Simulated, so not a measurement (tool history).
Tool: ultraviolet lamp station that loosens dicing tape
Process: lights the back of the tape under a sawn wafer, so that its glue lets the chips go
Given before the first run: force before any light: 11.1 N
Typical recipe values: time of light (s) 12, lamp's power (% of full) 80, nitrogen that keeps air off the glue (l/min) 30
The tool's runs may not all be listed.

run     day  time of light (s)  lamp's power (% of full)  nitrogen that keeps air off the glue (l/min)  force that peels the tape off (N)  light that reached the tape (mJ/cm²)
  1       0                 12                        80                                            30                              1.015                                   581
  2   2.246                 12                        80                                            30                               0.99                                   579
  3   4.604                 12                        80                                            30                              1.042                                   580
  4   6.738                 12                        80                                            30                              1.015                                   575
  5   8.292                 13                        80                                            30                               0.86                                   621
  6     9.4                 13                        80                                            30                              0.824                                   618
  7  10.658                 13                        80                                            30                              0.866                                   628
  8  13.142                 13                        80                                            30                              0.863                                   621
  9  14.867                 13                        80                                            30                              0.863                                   624
 10  16.438                 15                        80                                            30                              0.615                                   722
 11  17.654                 12                        80                                            30                              1.054                                   576
 12  20.183                 12                        80                                            30                              1.069                                   578
 13  22.483                 12                        80                                            30                              1.013                                   577
 14  24.025                  6                        80                                            30                              3.197                                   290
 15  25.817                 12                        80                                            16                              1.506                                   574
     27.642  -- window cleaned of glue's vapour
 16  28.058                 12                        80                                            10                              2.031                                   577
 17  29.738                 12                        80                                            10                              2.094                                   581
 18  31.417                 12                        80                                            30                              0.976                                   580
 19  32.775                 12                        80                                            30                              1.025                                   571
 20    34.9                 12                        77                                            30                              1.124                                   558
 21   37.35                 12                        77                                            30                              1.143                                   554
 22  38.738                 17                        93                                            30                              0.331                                   940
 23  40.867                 12                        80                                            15                              1.577                                   577
 24  43.071                 11                        63                                            55                              1.453                                   414
 25    44.3                 12                        93                                            17                              1.041                                   668
     44.554  -- lamp changed
 26  45.683                 12                        85                                            18                              1.218                                   618
 27   47.85                 14                        62                                            10                              2.391                                   521
 28  49.629                 18                        73                                            10                              1.138                                   785
 29  51.958                 18                        73                                            10                              1.107                                   794
 30  53.412                 17                        88                                            31                              0.362                                   904
 31  55.338                 13                        88                                            18                              0.977                                   686
 32  57.825                 13                        88                                            18                              0.963                                   688
 33  59.038                 13                        88                                            18                                  1                                   688
     60.442  -- window cleaned of glue's vapour
 34  61.067                 13                        88                                            18                              0.971                                   687
 35  62.492                  7                        80                                             9                              4.093                                   336
 36  64.367                  7                        68                                             9                              4.918                                   286
 37  65.571                 10                        97                                            24                              1.159                                   584
 38  66.962                  6                        98                                            30                              2.507                                   355
 39  68.708                  6                        98                                            30                              2.454                                   353
 40  69.829                 12                        97                                            30                              0.651                                   703
 41  71.333                 12                        97                                            30                              0.663                                   702

Run 42, settings as shown, results not yet in. Your forecast:
 42  72.392                 10                        90                                            30                                  ?                                     ?

Run 42 produced force that peels the tape off (N) 1.16, light that reached the tape (mJ/cm²) 539.
If the tool had no hidden condition, the same run with the same run-to-run variation would have returned force that peels the tape off (N) 1.154, light that reached the tape (mJ/cm²) 540.

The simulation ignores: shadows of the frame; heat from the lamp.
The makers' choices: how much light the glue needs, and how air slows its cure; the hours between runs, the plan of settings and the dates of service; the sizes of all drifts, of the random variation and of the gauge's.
